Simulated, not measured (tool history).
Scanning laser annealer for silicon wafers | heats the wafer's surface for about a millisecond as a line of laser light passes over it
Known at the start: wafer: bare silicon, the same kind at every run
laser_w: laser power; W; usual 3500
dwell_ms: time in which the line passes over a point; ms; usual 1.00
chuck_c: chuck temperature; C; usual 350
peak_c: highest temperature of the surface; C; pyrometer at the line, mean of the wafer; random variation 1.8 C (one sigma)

run	day	laser_w	dwell_ms	chuck_c	peak_c
1	0.000	3500	1.00	350	1072
2	0.308	3500	1.00	350	1078
3	0.625	3500	1.00	350	1073
4	0.925	3500	1.00	346	1074
5	1.400	3500	1.00	346	1070
6	1.733	3500	1.00	346	1068
7	2.054	3500	1.00	346	1075
8	2.525	3500	1.00	356	1081

Forecast run 9:
9	2.925	3495	0.85	356	?

{"run 9": {"peak_c": 1032}}
Without the tool's hidden state the same run would have given peak_c 1032 C.
